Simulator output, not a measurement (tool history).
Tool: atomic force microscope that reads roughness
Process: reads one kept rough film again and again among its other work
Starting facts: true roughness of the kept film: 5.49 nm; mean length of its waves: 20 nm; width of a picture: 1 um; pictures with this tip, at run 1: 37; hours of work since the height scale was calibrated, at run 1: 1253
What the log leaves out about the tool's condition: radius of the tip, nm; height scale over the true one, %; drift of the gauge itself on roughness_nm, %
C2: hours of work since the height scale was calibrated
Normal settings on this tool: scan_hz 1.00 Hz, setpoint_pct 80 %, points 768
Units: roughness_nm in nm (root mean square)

Run 1, day 0.000: usual settings; pictures with this tip 37; C2 1253. Result: roughness_nm 3.357 nm (root mean square).
Run 2, day 3.121: usual settings; pictures with this tip 86; C2 1284. Result: roughness_nm 3.330 nm (root mean square).
Run 3, day 5.225: usual settings but points 369; pictures with this tip 119; C2 1305. Result: roughness_nm 3.277 nm (root mean square).
At day 7.804: new tip fitted.
Run 4, day 8.233: usual settings but points 555; pictures with this tip 6; C2 1335. Result: roughness_nm 3.340 nm (root mean square).
At day 11.179: height scale calibrated on a step standard.
Run 5, day 11.454: usual settings but points 555; pictures with this tip 56; C2 3. Result: roughness_nm 3.293 nm (root mean square).
Run 6, day 13.238: usual settings but points 555; pictures with this tip 84; C2 20. Result: roughness_nm 3.326 nm (root mean square).
Run 7, day 16.133: usual settings but setpoint_pct 62 %; pictures with this tip 129; C2 49. Result: roughness_nm 3.478 nm (root mean square).
At day 18.146: new tip fitted.
Run 8, day 19.392: usual settings but points 280; pictures with this tip 19; C2 81. Result: roughness_nm 3.237 nm (root mean square).
Run 9, day 21.496: usual settings; pictures with this tip 52; C2 102. Result: roughness_nm 3.303 nm (root mean square).
Run 10, day 24.208: usual settings; pictures with this tip 94; C2 129. Result: roughness_nm 3.324 nm (root mean square).
Run 11, day 26.742: usual settings; pictures with this tip 134; C2 154. Result: roughness_nm 3.314 nm (root mean square).
At day 28.454: new tip fitted.
Run 12, day 29.983: usual settings; pictures with this tip 24; C2 186. Result: roughness_nm 3.331 nm (root mean square).
Run 13, day 32.183: usual settings; pictures with this tip 58; C2 208. Result: roughness_nm 3.328 nm (root mean square).
Run 14, day 33.788: usual settings; pictures with this tip 83; C2 224. Result: roughness_nm 3.339 nm (root mean square).
Run 15, day 36.708: usual settings but points 464; pictures with this tip 129; C2 253. Result: roughness_nm 3.252 nm (root mean square).
At day 38.704: new tip fitted.
Run 16, day 39.579: usual settings but points 498; pictures with this tip 13; C2 282. Result: roughness_nm 3.323 nm (root mean square).
Run 17, day 42.383: usual settings but points 498; pictures with this tip 57; C2 309. Result: roughness_nm 3.328 nm (root mean square).
Run 18, day 45.567: usual settings but points 547; pictures with this tip 107; C2 341. Result: roughness_nm 3.325 nm (root mean square).
Run 19, day 48.725: usual settings but setpoint_pct 90 %, points 277; pictures with this tip 156; C2 372. Result: roughness_nm 3.151 nm (root mean square).
At day 49.033: new tip fitted.
Run 20, day 50.525: usual settings but scan_hz 1.52 Hz, setpoint_pct 67 %, points 357; pictures with this tip 24; C2 390. Result: roughness_nm 3.349 nm (root mean square).
Run 21, day 53.446: usual settings but scan_hz 2.04 Hz, setpoint_pct 57 %; pictures with this tip 69; C2 419. Result: roughness_nm 3.441 nm (root mean square).
Run 22, day 56.442: usual settings but scan_hz 2.04 Hz, setpoint_pct 57 %; pictures with this tip 116; C2 449. Result: roughness_nm 3.434 nm (root mean square).
Run 23, day 58.608: usual settings but scan_hz 2.04 Hz, setpoint_pct 57 %; pictures with this tip 149; C2 470. Result: roughness_nm 3.400 nm (root mean square).
At day 59.288: new tip fitted.
Run 24, day 61.108: usual settings but scan_hz 2.18 Hz, setpoint_pct 73 %; pictures with this tip 28; C2 495. Result: roughness_nm 3.209 nm (root mean square).
Run 25, day 62.700: usual settings but scan_hz 2.69 Hz; pictures with this tip 53; C2 511. Result: roughness_nm 3.010 nm (root mean square).
Run 26, day 65.708: usual settings but scan_hz 2.69 Hz; pictures with this tip 100; C2 541. Result: roughness_nm 3.031 nm (root mean square).
Run 27, day 68.304: usual settings but scan_hz 2.69 Hz; pictures with this tip 140; C2 567. Result: roughness_nm 3.013 nm (root mean square).
At day 69.729: new tip fitted.
Run 28, day 71.004: usual settings but setpoint_pct 56 %; pictures with this tip 20; C2 593. Result: roughness_nm 3.480 nm (root mean square).
Run 29, day 72.704: usual settings but scan_hz 1.98 Hz, setpoint_pct 60 %; pictures with this tip 46; C2 610. Result: roughness_nm 3.403 nm (root mean square).
Run 30, day 74.033: usual settings but scan_hz 1.63 Hz, setpoint_pct 71 %; pictures with this tip 67; C2 623. Result: roughness_nm 3.328 nm (root mean square).
Run 31, day 76.262: usual settings but scan_hz 1.63 Hz, setpoint_pct 71 %; pictures with this tip 102; C2 645. Result: roughness_nm 3.317 nm (root mean square).
Run 32, day 78.883: usual settings but scan_hz 3.77 Hz, setpoint_pct 71 %; pictures with this tip 143; C2 671. Result: roughness_nm 3.060 nm (root mean square).

What will run 33 give?
At day 79.988: new tip fitted.
Run 33, day 81.492: usual settings but scan_hz 3.77 Hz, setpoint_pct 71 %; pictures with this tip 23; C2 697. Result: roughness_nm ?.

{"run 33": {"roughness_nm": 3.057}}
Had the tool carried no hidden state, the very same run would have given roughness_nm 3.059 nm (root mean square).
